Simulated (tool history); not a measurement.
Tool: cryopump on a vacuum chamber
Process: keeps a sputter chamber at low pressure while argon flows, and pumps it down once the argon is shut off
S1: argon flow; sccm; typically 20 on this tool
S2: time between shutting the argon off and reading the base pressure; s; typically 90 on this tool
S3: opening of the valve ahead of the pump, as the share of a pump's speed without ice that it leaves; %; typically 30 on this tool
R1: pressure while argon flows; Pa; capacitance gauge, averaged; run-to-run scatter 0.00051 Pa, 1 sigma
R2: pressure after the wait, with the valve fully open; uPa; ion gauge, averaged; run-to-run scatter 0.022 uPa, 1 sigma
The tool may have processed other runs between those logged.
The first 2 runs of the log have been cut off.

| run | hour | S1 | S2 | S3 | R1 | R2 |
|---|---|---|---|---|---|---|
| 3 | 75 | 20 | 90 | 30 | 0.0634 | 0.63 |
| 4 | 134.3 | 20 | 90 | 30 | 0.064 | 0.63 |
| 5 | 176.4 | 20 | 90 | 24 | 0.0794 | 0.66 |
| 6 | 222.2 | 20 | 90 | 24 | 0.0803 | 0.62 |
| 7 | 254.2 | 20 | 90 | 24 | 0.0805 | 0.64 |
| 8 | 286.9 | 20 | 109 | 24 | 0.0799 | 0.58 |
| 9 | 320.6 | 20 | 109 | 16 | 0.1197 | 0.58 |
| 10 | 375.7 | 20 | 90 | 30 | 0.0648 | 0.62 |
| 11 | 422.6 | 20 | 90 | 30 | 0.0648 | 0.68 |
| 12 | 463.2 | 20 | 54 | 30 | 0.0642 | 1 |
| 13 | 492.3 | 20 | 54 | 30 | 0.0656 | 1 |
| 14 | 530.7 | 20 | 54 | 30 | 0.0645 | 0.97 |
| 15 | 575.2 | 20 | 90 | 30 | 0.0645 | 0.72 |
| 16 | 627.6 | 20 | 90 | 30 | 0.0645 | 0.69 |
| 17 | 654 | 21 | 90 | 25 | 0.0812 | 0.7 |
| 18 | 688.2 | 20 | 60 | 18 | 0.1078 | 0.94 |
| 19 | 740.6 | 28 | 174 | 22 | 0.1223 | 0.52 |
| 20 | 789.6 | 35 | 76 | 20 | 0.1698 | 0.83 |
| 21 | 824.5 | 35 | 76 | 20 | 0.1684 | 0.84 |

Run 22 is up next; what results do you expect?
| 22 | 884.2 | 35 | 76 | 20 | ? | ? |

R1: 0.1705 Pa
R2: 0.8 uPa
Take away the tool's hidden state, keep the run-to-run variation as it was, and the same run would have given R1 0.1665 Pa, R2 0.67 uPa.

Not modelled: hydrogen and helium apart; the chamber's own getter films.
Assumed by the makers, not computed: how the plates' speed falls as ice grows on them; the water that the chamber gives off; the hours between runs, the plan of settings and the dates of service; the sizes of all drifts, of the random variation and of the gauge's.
